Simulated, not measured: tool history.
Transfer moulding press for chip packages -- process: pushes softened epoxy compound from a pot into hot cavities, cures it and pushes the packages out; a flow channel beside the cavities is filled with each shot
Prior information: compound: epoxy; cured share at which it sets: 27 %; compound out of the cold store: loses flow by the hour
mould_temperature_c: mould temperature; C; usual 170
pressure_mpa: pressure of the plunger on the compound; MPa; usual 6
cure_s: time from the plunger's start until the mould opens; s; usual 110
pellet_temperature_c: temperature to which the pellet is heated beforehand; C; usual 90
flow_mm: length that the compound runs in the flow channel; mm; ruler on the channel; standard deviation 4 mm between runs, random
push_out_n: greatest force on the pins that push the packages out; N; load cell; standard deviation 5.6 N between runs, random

run,day,mould_temperature_c,pressure_mpa,cure_s,pellet_temperature_c,incoming compound's hours out of the cold store,flow_mm,push_out_n
1,0,170,6,110,90,10,903,333
2,0.2,170,6,110,90,43.3,732,326
3,0.371,172,6,110,90,21.9,826,309
4,0.6,172,6,110,90,11.9,880,323
5,0.912,172,6,110,90,31.5,773,315
# day 1.35: cavities cleaned with cleaning compound and waxed
6,1.371,170,6,110,87,21.6,831,202
7,1.533,170,6,110,87,42.4,726,208
8,1.733,170,6,110,87,8.1,905,236
9,1.929,170,7.01,110,90,31.9,845,232
10,2.233,170,7.01,110,90,46.8,764,233
11,2.533,170,7.01,110,90,14.2,941,286
# day 2.65: mould's thermocouples calibrated
12,3.008,170,7.01,110,90,13.6,941,275
13,3.388,170,7.01,110,90,22.7,880,295
14,3.688,170,7.01,110,90,14.9,929,304
15,3.992,170,6,110,90,37.7,745,314
16,4.358,163,6.78,93,83,11.4,967,817
17,4.654,164,6,146,83,47,724,306
# day 4.829: plunger's sealing rings changed
# day 4.946: mould's thermocouples calibrated, once more
18,5.083,173,6,110,98,12,915,299
19,5.392,177,6,110,95,12.3,892,283
20,5.588,177,6,97,97,38.4,761,310
21,5.817,164,6,97,84,23.3,889,762
# day 5.917: cavities cleaned with cleaning compound and waxed
22,6.112,170,6.62,110,90,18.1,939,214
23,6.325,170,5.02,129,90,16.8,821,190
24,6.488,174,6.72,110,97,27.1,872,195
25,6.725,168,6.17,110,96,22.1,895,293
26,7.104,168,5.98,105,96,38.2,783,310
27,7.296,170,4.94,107,90,23.2,776,294
28,7.671,167,6.16,110,89,12.5,941,363
29,7.854,167,5.3,103,89,47.8,707,375

Forecast each of these 3 alternatives for the next run:
A,8.104,165,4.55,124,90,32.4,?,?
B,8.104,167,5.3,103,91,45.3,?,?
C,8.104,166,5.01,110,90,19.6,?,?

run,flow_mm,push_out_n
A,727,339
B,718,382
C,820,416
What these runs would have given with no unlogged condition in the tool:
run,flow_mm,push_out_n
A,734,211
B,726,235
C,828,257
